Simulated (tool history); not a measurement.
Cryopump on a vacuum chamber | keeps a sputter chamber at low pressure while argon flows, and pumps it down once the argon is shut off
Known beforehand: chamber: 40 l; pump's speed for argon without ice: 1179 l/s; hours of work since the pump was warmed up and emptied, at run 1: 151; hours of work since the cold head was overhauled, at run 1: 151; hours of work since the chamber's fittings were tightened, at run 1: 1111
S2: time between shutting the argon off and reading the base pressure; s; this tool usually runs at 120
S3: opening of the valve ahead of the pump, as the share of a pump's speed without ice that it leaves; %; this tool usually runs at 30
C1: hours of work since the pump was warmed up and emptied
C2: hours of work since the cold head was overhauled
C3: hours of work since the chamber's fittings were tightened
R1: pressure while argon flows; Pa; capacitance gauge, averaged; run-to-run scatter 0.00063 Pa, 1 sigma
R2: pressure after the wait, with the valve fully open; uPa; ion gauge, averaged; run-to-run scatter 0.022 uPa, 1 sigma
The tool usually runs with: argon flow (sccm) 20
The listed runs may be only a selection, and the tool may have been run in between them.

Run 1, day 0.000: usual settings; C1 151; C2 151; C3 1111. Result: R1 0.0983 Pa, R2 1.28 uPa.
Run 2, day 1.133: usual settings but argon flow (sccm) 25; C1 166; C2 166; C3 1127. Result: R1 0.1210 Pa, R2 1.30 uPa.
Run 3, day 2.217: usual settings but argon flow (sccm) 25; C1 182; C2 182; C3 1142. Result: R1 0.1223 Pa, R2 1.34 uPa.
Run 4, day 3.017: usual settings but argon flow (sccm) 25; C1 193; C2 193; C3 1153. Result: R1 0.1209 Pa, R2 1.31 uPa.
Run 5, day 4.150: usual settings but argon flow (sccm) 13; C1 209; C2 209; C3 1169. Result: R1 0.0636 Pa, R2 1.33 uPa.
Run 6, day 4.812: usual settings but argon flow (sccm) 13; C1 218; C2 218; C3 1178. Result: R1 0.0628 Pa, R2 1.44 uPa.
Run 7, day 5.575: usual settings but argon flow (sccm) 13, S2 102 s; C1 229; C2 229; C3 1189. Result: R1 0.0633 Pa, R2 1.46 uPa.
Run 8, day 6.617: usual settings; C1 243; C2 243; C3 1204. Result: R1 0.0976 Pa, R2 1.39 uPa.
Run 9, day 7.604: usual settings; C1 257; C2 257; C3 1218. Result: R1 0.0989 Pa, R2 1.40 uPa.
Run 10, day 8.312: usual settings but argon flow (sccm) 28; C1 267; C2 267; C3 1228. Result: R1 0.1378 Pa, R2 1.43 uPa.
Run 11, day 9.321: usual settings but argon flow (sccm) 28; C1 281; C2 281; C3 1242. Result: R1 0.1374 Pa, R2 1.45 uPa.
Run 12, day 10.454: usual settings but argon flow (sccm) 28; C1 297; C2 297; C3 1258. Result: R1 0.1385 Pa, R2 1.43 uPa.
Run 13, day 11.375: usual settings but argon flow (sccm) 28; C1 310; C2 310; C3 1271. Result: R1 0.1369 Pa, R2 1.46 uPa.
Run 14, day 12.175: usual settings but argon flow (sccm) 28, S3 18 %; C1 321; C2 321; C3 1282. Result: R1 0.2282 Pa, R2 1.48 uPa.
Run 15, day 13.067: usual settings but argon flow (sccm) 28, S3 18 %; C1 334; C2 334; C3 1294. Result: R1 0.2287 Pa, R2 1.51 uPa.
Run 16, day 13.692: usual settings but argon flow (sccm) 28, S3 18 %; C1 343; C2 343; C3 1303. Result: R1 0.2288 Pa, R2 1.47 uPa.
Run 17, day 14.221: usual settings but argon flow (sccm) 25; C1 350; C2 350; C3 1311. Result: R1 0.1231 Pa, R2 1.45 uPa.
Run 18, day 15.050: usual settings; C1 362; C2 362; C3 1322. Result: R1 0.0994 Pa, R2 1.52 uPa.
Run 19, day 16.167: usual settings; C1 377; C2 377; C3 1338. Result: R1 0.0998 Pa, R2 1.48 uPa.
Run 20, day 16.642: usual settings; C1 384; C2 384; C3 1345. Result: R1 0.1008 Pa, R2 1.54 uPa.
Run 21, day 17.458: usual settings but argon flow (sccm) 16, S2 115 s, S3 16 %; C1 396; C2 396; C3 1356. Result: R1 0.1460 Pa, R2 1.55 uPa.
Run 22, day 18.504: usual settings but argon flow (sccm) 16, S2 115 s, S3 16 %; C1 410; C2 410; C3 1371. Result: R1 0.1454 Pa, R2 1.50 uPa.
Run 23, day 19.067: usual settings but S2 23 s, S3 21 %; C1 418; C2 418; C3 1379. Result: R1 0.1418 Pa, R2 3.25 uPa.
Run 24, day 19.679: usual settings but argon flow (sccm) 12, S2 266 s, S3 49 %; C1 427; C2 427; C3 1387. Result: R1 0.0374 Pa, R2 1.33 uPa.
Run 25, day 20.183: usual settings but argon flow (sccm) 10, S2 282 s, S3 59 %; C1 434; C2 434; C3 1394. Result: R1 0.0274 Pa, R2 1.33 uPa.
Run 26, day 20.883: usual settings but argon flow (sccm) 10, S2 282 s, S3 59 %; C1 444; C2 444; C3 1404. Result: R1 0.0262 Pa, R2 1.29 uPa.
Run 27, day 21.404: usual settings but argon flow (sccm) 10, S2 49 s, S3 38 %; C1 451; C2 451; C3 1411. Result: R1 0.0398 Pa, R2 2.15 uPa.
Run 28, day 22.262: usual settings but argon flow (sccm) 35, S2 60 s, S3 21 %; C1 463; C2 463; C3 1423. Result: R1 0.2466 Pa, R2 2.05 uPa.
Run 29, day 23.029: usual settings but S2 65 s; C1 474; C2 474; C3 1434. Result: R1 0.1017 Pa, R2 1.96 uPa.
Run 30, day 23.588: usual settings but S2 150 s, S3 37 %; C1 482; C2 482; C3 1442. Result: R1 0.0831 Pa, R2 1.49 uPa.
Run 31, day 24.125: usual settings but S2 150 s, S3 37 %; C1 489; C2 489; C3 1450. Result: R1 0.0830 Pa, R2 1.52 uPa.
Run 32, day 24.746: usual settings but S2 150 s, S3 37 %; C1 498; C2 498; C3 1458. Result: R1 0.0826 Pa, R2 1.57 uPa.
Run 33, day 25.396: usual settings but S2 23 s, S3 16 %; C1 507; C2 507; C3 1467. Result: R1 0.1839 Pa, R2 3.34 uPa.
Run 34, day 26.238: usual settings but S2 82 s, S3 47 %; C1 519; C2 519; C3 1479. Result: R1 0.0661 Pa, R2 1.88 uPa.
Run 35, day 26.921: usual settings but S2 83 s, S3 47 %; C1 528; C2 528; C3 1489. Result: R1 0.0667 Pa, R2 1.87 uPa.

A few steps of R1 between consecutive runs. Split each: what settings, incoming material and random variation would produce without the hidden state, and what is left over for the hidden state, along with gauge scatter present in only one of the two compared results (measured, and without hidden state):
The hidden state here: pump's speed, % of a pump's without ice; cold plate's temperature, K; leak into the chamber, uPa l/s; drift of the gauge itself on working_pa, %; drift of the gauge itself on base_upa, %.
Run 23 -> 24: argon flow (sccm) 20 -> 12, S2 23 -> 266, S3 21 -> 49. R1 -0.1044 Pa: hidden state -0.0017, all else -0.1027.
Run 27 -> 28: argon flow (sccm) 10 -> 35, S2 49 -> 60, S3 38 -> 21. R1 +0.2068 Pa: hidden state +0.0064, all else +0.2004.
Run 28 -> 29: argon flow (sccm) 35 -> 20, S2 60 -> 65, S3 21 -> 30. R1 -0.1449 Pa: hidden state -0.0035, all else -0.1414.
Run 33 -> 34: S2 23 -> 82, S3 16 -> 47. R1 -0.1178 Pa: hidden state +0.0001, all else -0.1179.

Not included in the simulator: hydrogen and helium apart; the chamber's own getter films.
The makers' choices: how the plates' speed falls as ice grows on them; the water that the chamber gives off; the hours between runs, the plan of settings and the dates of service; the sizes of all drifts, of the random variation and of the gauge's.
